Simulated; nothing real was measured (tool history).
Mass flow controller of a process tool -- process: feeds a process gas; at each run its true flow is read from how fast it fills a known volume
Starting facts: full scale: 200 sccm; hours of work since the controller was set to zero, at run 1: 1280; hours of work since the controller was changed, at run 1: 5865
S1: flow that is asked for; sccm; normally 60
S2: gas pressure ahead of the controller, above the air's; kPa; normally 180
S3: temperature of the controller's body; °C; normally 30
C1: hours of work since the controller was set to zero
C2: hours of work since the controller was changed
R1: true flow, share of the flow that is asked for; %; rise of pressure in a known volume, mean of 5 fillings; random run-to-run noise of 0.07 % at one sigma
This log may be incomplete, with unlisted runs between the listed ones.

Run 1, hour 0: usual settings; C1 1280; C2 5865. Result: R1 95.08 %.
Run 2, hour 321.7: usual settings but S2 197 kPa; C1 1483; C2 6069. Result: R1 94.75 %.
Run 3, hour 640.8: usual settings but S1 67 sccm; C1 1685; C2 6271. Result: R1 94.9 %.
Run 4, hour 878.1: usual settings; C1 1835; C2 6421. Result: R1 94.53 %.
Run 5, hour 1153.8: usual settings; C1 2010; C2 6595. Result: R1 94.27 %.
Run 6, hour 1351.9: usual settings but S2 174 kPa; C1 2135; C2 6721. Result: R1 94.2 %.
Run 7, hour 1661: usual settings but S2 174 kPa; C1 2331; C2 6916. Result: R1 93.93 %.
Run 8, hour 1859.3: usual settings but S2 174 kPa; C1 2456; C2 7042. Result: R1 93.91 %.
Run 9, hour 2111.5: usual settings but S2 174 kPa; C1 2616; C2 7201. Result: R1 93.68 %.
Run 10, hour 2392.6: usual settings but S2 174 kPa; C1 2794; C2 7379. Result: R1 93.48 %.
Run 11, hour 2583.2: usual settings but S2 174 kPa; C1 2914; C2 7500. Result: R1 93.39 %.
Run 12, hour 2908.8: usual settings but S2 174 kPa; C1 3120; C2 7706. Result: R1 93.01 %.
Run 13, hour 3097.6: usual settings but S2 143 kPa; C1 3240; C2 7825. Result: R1 92.74 %.
Run 14, hour 3356.2: usual settings but S2 143 kPa; C1 3404; C2 7989. Result: R1 92.66 %.
At hour 3470.2: controller exchanged for a calibrated one.
Run 15, hour 3500.9: usual settings but S2 217 kPa; C1 19; C2 19. Result: R1 98.27 %.
Run 16, hour 3805.9: usual settings but S2 217 kPa; C1 212; C2 212. Result: R1 98.15 %.
Run 17, hour 4120.2: usual settings but S2 274 kPa; C1 411; C2 411. Result: R1 98.29 %.
Run 18, hour 4442.5: usual settings but S2 274 kPa; C1 615; C2 615. Result: R1 98.16 %.
Run 19, hour 4686.4: usual settings but S2 274 kPa; C1 770; C2 770. Result: R1 97.97 %.
Run 20, hour 4853.4: usual settings; C1 875; C2 875. Result: R1 97.31 %.
Run 21, hour 5129.5: usual settings; C1 1050; C2 1050. Result: R1 97.05 %.
Run 22, hour 5396.3: usual settings; C1 1219; C2 1219. Result: R1 96.84 %.
Run 23, hour 5714: usual settings; C1 1420; C2 1420. Result: R1 96.72 %.
Run 24, hour 5967: usual settings; C1 1580; C2 1580. Result: R1 96.49 %.
Run 25, hour 6182: usual settings but S1 44 sccm, S2 191 kPa; C1 1716; C2 1716. Result: R1 95.76 %.
Run 26, hour 6414: usual settings; C1 1863; C2 1863. Result: R1 96.12 %.
Run 27, hour 6585.8: usual settings but S2 160 kPa, S3 35 °C; C1 1972; C2 1972. Result: R1 96.11 %.
At hour 6607.1: controller's zero set anew.
Run 28, hour 6876.4: usual settings but S2 160 kPa, S3 35 °C; C1 170; C2 2155. Result: R1 95.61 %.
Run 29, hour 7144.4: usual settings but S2 160 kPa, S3 35 °C; C1 340; C2 2325. Result: R1 95.46 %.
Run 30, hour 7311.4: usual settings but S1 23 sccm, S2 179 kPa; C1 446; C2 2431. Result: R1 91.57 %.
At hour 7508.1: controller's zero set anew, once more.
Run 31, hour 7644.4: usual settings but S1 55 sccm, S2 217 kPa, S3 33 °C; C1 86; C2 2641. Result: R1 97.41 %.
Run 32, hour 7916.7: usual settings but S1 55 sccm, S2 217 kPa, S3 33 °C; C1 259; C2 2813. Result: R1 97.32 %.
Run 33, hour 8161.5: usual settings but S1 55 sccm, S2 217 kPa, S3 33 °C; C1 414; C2 2968. Result: R1 97.06 %.
Run 34, hour 8322.1: usual settings but S1 91 sccm, S2 211 kPa, S3 24 °C; C1 515; C2 3070. Result: R1 97.27 %.
Run 35, hour 8497.4: usual settings but S1 112 sccm, S2 196 kPa, S3 21 °C; C1 626; C2 3181. Result: R1 97.4 %.
Run 36, hour 8734.5: usual settings but S1 27 sccm, S2 192 kPa, S3 26 °C; C1 776; C2 3331. Result: R1 95.34 %.
Run 37, hour 9048.5: usual settings but S1 27 sccm, S2 192 kPa, S3 26 °C; C1 975; C2 3530. Result: R1 94.89 %.
Run 38, hour 9379: usual settings but S2 202 kPa; C1 1184; C2 3739. Result: R1 96.21 %.
Run 39, hour 9514.7: usual settings but S2 174 kPa, S3 38 °C; C1 1270; C2 3825. Result: R1 96.24 %.
Run 40, hour 9773.3: usual settings but S2 174 kPa, S3 38 °C; C1 1434; C2 3988. Result: R1 96.11 %.
Run 41, hour 10018.5: usual settings but S2 174 kPa, S3 38 °C; C1 1589; C2 4143. Result: R1 95.99 %.
Run 42, hour 10185.4: usual settings but S2 143 kPa, S3 38 °C; C1 1694; C2 4249. Result: R1 95.62 %.
Run 43, hour 10394.2: usual settings but S1 88 sccm, S2 146 kPa, S3 20 °C; C1 1826; C2 4381. Result: R1 95.6 %.
Run 44, hour 10535.2: usual settings but S1 34 sccm, S2 203 kPa, S3 20 °C; C1 1916; C2 4470. Result: R1 93.77 %.
Run 45, hour 10685.2: usual settings but S1 188 sccm, S2 270 kPa; C1 2011; C2 4565. Result: R1 98.72 %.
Run 46, hour 10944.2: usual settings but S1 49 sccm, S2 191 kPa, S3 34 °C; C1 2175; C2 4729. Result: R1 94.87 %.
Run 47, hour 11114.6: usual settings but S1 49 sccm, S2 191 kPa, S3 34 °C; C1 2282; C2 4837. Result: R1 94.76 %.
Run 48, hour 11291: usual settings but S1 22 sccm, S2 179 kPa; C1 2394; C2 4949. Result: R1 91.47 %.

A few steps of R1 between consecutive runs. Split each: what settings, incoming material and random variation would produce without the hidden state, and what is left over for the hidden state, along with gauge scatter present in only one of the two compared results (measured, and without hidden state):
Unlogged tool condition in this case: flow at rest that the sensor doesn't see, % of full scale; true flow over the shown one, %; drift of the gauge itself on true_pct, %.
Run 14 -> 15: S2 143 -> 217, controller exchanged for a calibrated one. R1 +5.61 %: hidden state +5.22, all else +0.39.
Run 29 -> 30: S1 60 -> 23, S2 160 -> 179, S3 35 -> 30. R1 -3.89 %: hidden state -3.42, all else -0.47.
Run 30 -> 31: S1 23 -> 55, S2 179 -> 217, S3 30 -> 33, controller's zero set anew, once more. R1 +5.84 %: hidden state +5.2, all else +0.64.
Run 44 -> 45: S1 34 -> 188, S2 203 -> 270, S3 20 -> 30. R1 +4.95 %: hidden state +1.8, all else +3.15.
